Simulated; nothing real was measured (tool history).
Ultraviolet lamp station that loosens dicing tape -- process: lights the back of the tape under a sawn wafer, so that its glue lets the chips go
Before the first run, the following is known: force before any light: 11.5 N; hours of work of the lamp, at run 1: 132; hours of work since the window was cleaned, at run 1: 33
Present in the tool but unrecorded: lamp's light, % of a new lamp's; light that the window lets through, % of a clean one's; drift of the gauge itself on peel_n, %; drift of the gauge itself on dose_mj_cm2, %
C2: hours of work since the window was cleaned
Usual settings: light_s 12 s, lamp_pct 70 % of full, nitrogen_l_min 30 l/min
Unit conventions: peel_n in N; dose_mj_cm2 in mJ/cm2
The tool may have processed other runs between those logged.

Run 1, hour 0: usual settings; hours of work of the lamp 132; C2 33. Result: peel_n 1.55 N, dose_mj_cm2 264 mJ/cm2.
Run 2, hour 22.9: usual settings but light_s 18 s; hours of work of the lamp 144; C2 45. Result: peel_n 0.664 N, dose_mj_cm2 394 mJ/cm2.
Run 3, hour 43.7: usual settings but light_s 18 s; hours of work of the lamp 155; C2 57. Result: peel_n 0.657 N, dose_mj_cm2 396 mJ/cm2.
Run 4, hour 59.9: usual settings but light_s 18 s; hours of work of the lamp 164; C2 65. Result: peel_n 0.665 N, dose_mj_cm2 395 mJ/cm2.
Run 5, hour 71.5: usual settings but light_s 18 s; hours of work of the lamp 170; C2 71. Result: peel_n 0.629 N, dose_mj_cm2 397 mJ/cm2.
Run 6, hour 89.9: usual settings; hours of work of the lamp 180; C2 81. Result: peel_n 1.558 N, dose_mj_cm2 261 mJ/cm2.
Run 7, hour 111.8: usual settings; hours of work of the lamp 191; C2 93. Result: peel_n 1.592 N, dose_mj_cm2 261 mJ/cm2.
Run 8, hour 122.6: usual settings; hours of work of the lamp 197; C2 99. Result: peel_n 1.599 N, dose_mj_cm2 266 mJ/cm2.
Run 9, hour 143.4: usual settings; hours of work of the lamp 208; C2 110. Result: peel_n 1.57 N, dose_mj_cm2 263 mJ/cm2.
Run 10, hour 153.6: usual settings; hours of work of the lamp 213; C2 115. Result: peel_n 1.597 N, dose_mj_cm2 269 mJ/cm2.
Run 11, hour 172.6: usual settings; hours of work of the lamp 224; C2 125. Result: peel_n 1.556 N, dose_mj_cm2 266 mJ/cm2.
Run 12, hour 192.5: usual settings; hours of work of the lamp 234; C2 136. Result: peel_n 1.565 N, dose_mj_cm2 265 mJ/cm2.
Run 13, hour 205.6: usual settings; hours of work of the lamp 241; C2 143. Result: peel_n 1.561 N, dose_mj_cm2 261 mJ/cm2.
Run 14, hour 226.8: usual settings but lamp_pct 91 % of full; hours of work of the lamp 252; C2 154. Result: peel_n 0.9 N, dose_mj_cm2 342 mJ/cm2.
Run 15, hour 246.3: usual settings but lamp_pct 91 % of full; hours of work of the lamp 263; C2 164. Result: peel_n 0.939 N, dose_mj_cm2 341 mJ/cm2.
Run 16, hour 257.2: usual settings but lamp_pct 91 % of full; hours of work of the lamp 269; C2 170. Result: peel_n 0.971 N, dose_mj_cm2 339 mJ/cm2.
Run 17, hour 278.7: usual settings but nitrogen_l_min 16 l/min; hours of work of the lamp 280; C2 182. Result: peel_n 2.432 N, dose_mj_cm2 260 mJ/cm2.
Run 18, hour 292.6: usual settings but light_s 7 s; hours of work of the lamp 287; C2 189. Result: peel_n 3.554 N, dose_mj_cm2 154 mJ/cm2.
Run 19, hour 312.4: usual settings but light_s 14 s; hours of work of the lamp 298; C2 200. Result: peel_n 1.169 N, dose_mj_cm2 314 mJ/cm2.
Run 20, hour 325.2: usual settings but light_s 20 s, lamp_pct 72 % of full, nitrogen_l_min 17 l/min; hours of work of the lamp 305; C2 206. Result: peel_n 0.824 N, dose_mj_cm2 451 mJ/cm2.
Run 21, hour 343.7: usual settings but light_s 7 s, lamp_pct 94 % of full, nitrogen_l_min 18 l/min; hours of work of the lamp 315; C2 216. Result: peel_n 3.147 N, dose_mj_cm2 209 mJ/cm2.
Run 22, hour 361: usual settings but light_s 21 s, lamp_pct 72 % of full, nitrogen_l_min 43 l/min; hours of work of the lamp 324; C2 225. Result: peel_n 0.296 N, dose_mj_cm2 471 mJ/cm2.
Run 23, hour 380.5: usual settings but light_s 15 s, lamp_pct 90 % of full; hours of work of the lamp 334; C2 236. Result: peel_n 0.541 N, dose_mj_cm2 427 mJ/cm2.
Run 24, hour 398.8: usual settings but light_s 15 s, lamp_pct 90 % of full; hours of work of the lamp 344; C2 245. Result: peel_n 0.547 N, dose_mj_cm2 426 mJ/cm2.
Run 25, hour 421.7: usual settings but light_s 15 s, lamp_pct 63 % of full, nitrogen_l_min 14 l/min; hours of work of the lamp 356; C2 258. Result: peel_n 2.269 N, dose_mj_cm2 299 mJ/cm2.
Run 26, hour 445.4: usual settings but lamp_pct 78 % of full, nitrogen_l_min 17 l/min; hours of work of the lamp 369; C2 270. Result: peel_n 1.983 N, dose_mj_cm2 294 mJ/cm2.
Run 27, hour 467.7: usual settings but lamp_pct 78 % of full, nitrogen_l_min 17 l/min; hours of work of the lamp 380; C2 282. Result: peel_n 2.005 N, dose_mj_cm2 293 mJ/cm2.
Run 28, hour 488.4: usual settings but light_s 21 s, nitrogen_l_min 16 l/min; hours of work of the lamp 391; C2 293. Result: peel_n 0.818 N, dose_mj_cm2 456 mJ/cm2.
Run 29, hour 511.5: usual settings but light_s 21 s, nitrogen_l_min 16 l/min; hours of work of the lamp 404; C2 305. Result: peel_n 0.811 N, dose_mj_cm2 464 mJ/cm2.
Run 30, hour 532.9: usual settings but lamp_pct 75 % of full, nitrogen_l_min 20 l/min; hours of work of the lamp 415; C2 317. Result: peel_n 1.895 N, dose_mj_cm2 281 mJ/cm2.
Run 31, hour 545.3: usual settings but light_s 16 s, lamp_pct 61 % of full, nitrogen_l_min 9 l/min; hours of work of the lamp 422; C2 323. Result: peel_n 2.852 N, dose_mj_cm2 307 mJ/cm2.
Run 32, hour 559.3: usual settings but light_s 16 s, lamp_pct 61 % of full, nitrogen_l_min 9 l/min; hours of work of the lamp 429; C2 331. Result: peel_n 2.774 N, dose_mj_cm2 309 mJ/cm2.
Run 33, hour 578.6: usual settings but light_s 10 s, lamp_pct 89 % of full, nitrogen_l_min 9 l/min; hours of work of the lamp 439; C2 341. Result: peel_n 3.222 N, dose_mj_cm2 280 mJ/cm2.

Consider 3 possible next runs. They are alternatives, not a sequence: every one starts from the tool as it was left by run 33. What does each give?
Run A, hour 592.2: usual settings but lamp_pct 64 % of full, nitrogen_l_min 31 l/min; hours of work of the lamp 447; C2 348. Result: peel_n ?, dose_mj_cm2 ?.
Run B, hour 592.2: usual settings but light_s 10 s, lamp_pct 89 % of full, nitrogen_l_min 9 l/min; hours of work of the lamp 447; C2 348. Result: peel_n ?, dose_mj_cm2 ?.
Run C, hour 592.2: usual settings but light_s 10 s, lamp_pct 89 % of full, nitrogen_l_min 26 l/min; hours of work of the lamp 447; C2 348. Result: peel_n ?, dose_mj_cm2 ?.

run  peel_n  dose_mj_cm2
  A   1.785          238
  B    3.29          278
  C    1.61          277
The same runs, with their run-to-run variation unchanged, on a tool lacking any hidden condition would have given:
run  peel_n  dose_mj_cm2
  A    1.78          239
  B   3.284          278
  C   1.606          277

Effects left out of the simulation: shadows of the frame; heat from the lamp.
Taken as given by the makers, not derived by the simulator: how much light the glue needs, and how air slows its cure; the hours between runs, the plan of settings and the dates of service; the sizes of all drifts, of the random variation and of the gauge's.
